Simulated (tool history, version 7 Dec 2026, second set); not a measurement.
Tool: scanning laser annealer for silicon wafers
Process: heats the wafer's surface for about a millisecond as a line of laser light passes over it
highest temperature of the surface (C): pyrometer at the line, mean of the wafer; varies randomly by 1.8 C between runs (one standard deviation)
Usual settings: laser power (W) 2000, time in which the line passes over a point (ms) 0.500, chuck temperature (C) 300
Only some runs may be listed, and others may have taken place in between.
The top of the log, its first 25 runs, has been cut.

| run | hour | laser power (W) | time in which the line passes over a point (ms) | chuck temperature (C) | highest temperature of the surface (C) |
|---|---|---|---|---|---|
| 26 | 316.0 | 2085 | 0.473 | 276 | 994 |
| 27 | 330.3 | 2170 | 0.590 | 270 | 1097 |
| 28 | 346.1 | 2170 | 0.590 | 270 | 1093 |
|  | 360.6 | optics aligned, line set to its width |
| 29 | 366.5 | 2170 | 0.590 | 270 | 1118 |
| 30 | 379.3 | 1975 | 0.590 | 314 | 1061 |
| 31 | 391.3 | 2166 | 0.382 | 267 | 965 |
| 32 | 407.4 | 2166 | 0.399 | 301 | 1012 |
| 33 | 417.7 | 1953 | 0.415 | 301 | 936 |
| 34 | 426.2 | 1791 | 0.415 | 263 | 828 |
| 35 | 434.9 | 2000 | 0.500 | 325 | 1033 |
| 36 | 448.7 | 1860 | 0.389 | 333 | 910 |
| 37 | 462.4 | 1965 | 0.377 | 333 | 942 |
| 38 | 472.3 | 1965 | 0.377 | 333 | 943 |
| 39 | 486.5 | 1826 | 0.500 | 322 | 947 |
| 40 | 498.1 | 1826 | 0.500 | 322 | 946 |
| 41 | 505.7 | 1826 | 0.500 | 322 | 946 |
| 42 | 515.5 | 1763 | 0.363 | 300 | 819 |

3 options for the next run, each taken on its own from the tool as it stands now. Forecast them:
| A | 531.8 | 1821 | 0.363 | 300 | ? |
| B | 531.8 | 2120 | 0.505 | 311 | ? |
| C | 531.8 | 2151 | 0.500 | 300 | ? |

| run | highest temperature of the surface (C) |
|---|---|
| A | 844 |
| B | 1073 |
| C | 1074 |
The same runs, with their run-to-run variation unchanged, on a tool lacking any hidden condition would have given:
| run | highest temperature of the surface (C) |
|---|---|
| A | 851 |
| B | 1083 |
| C | 1084 |

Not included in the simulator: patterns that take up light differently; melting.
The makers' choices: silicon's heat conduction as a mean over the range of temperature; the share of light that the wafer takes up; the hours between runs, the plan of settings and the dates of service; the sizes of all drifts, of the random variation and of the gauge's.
